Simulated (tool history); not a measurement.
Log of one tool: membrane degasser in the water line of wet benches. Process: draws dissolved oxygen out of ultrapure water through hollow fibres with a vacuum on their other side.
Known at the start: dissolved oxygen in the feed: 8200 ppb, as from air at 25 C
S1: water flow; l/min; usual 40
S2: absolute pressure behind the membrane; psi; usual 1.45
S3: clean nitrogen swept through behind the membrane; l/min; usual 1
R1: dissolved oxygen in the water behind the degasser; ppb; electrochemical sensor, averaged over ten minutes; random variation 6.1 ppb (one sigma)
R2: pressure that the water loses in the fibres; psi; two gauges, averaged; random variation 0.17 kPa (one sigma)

run,hour,S1,S2,S3,R1,R2
1,0,40,1.45,1,636,4.418
2,103.7,40,1.45,1,622.3,4.457
3,192.6,40,1.45,1,637.3,4.437
4,353.2,40,1.45,1,652.8,4.392
5,540.6,40,1.33,1,578.1,4.437
6,688.2,34,1.45,1,537.4,3.839
7,814.9,40,1.45,1,645.6,4.402
8,981.4,40,1.45,1,627.5,4.466
9,1088.1,40,2.83,2.43,684.6,4.49
10,1228.6,40,2.83,2.43,688.5,4.479

Forecast run 11:
11,1410.5,26,1.74,0.89,?,?

Run 11 gave R1 562.1 ppb, R2 2.933 psi.
Without the tool's hidden state the same run would have given R1 542.8 ppb, R2 2.809 psi.
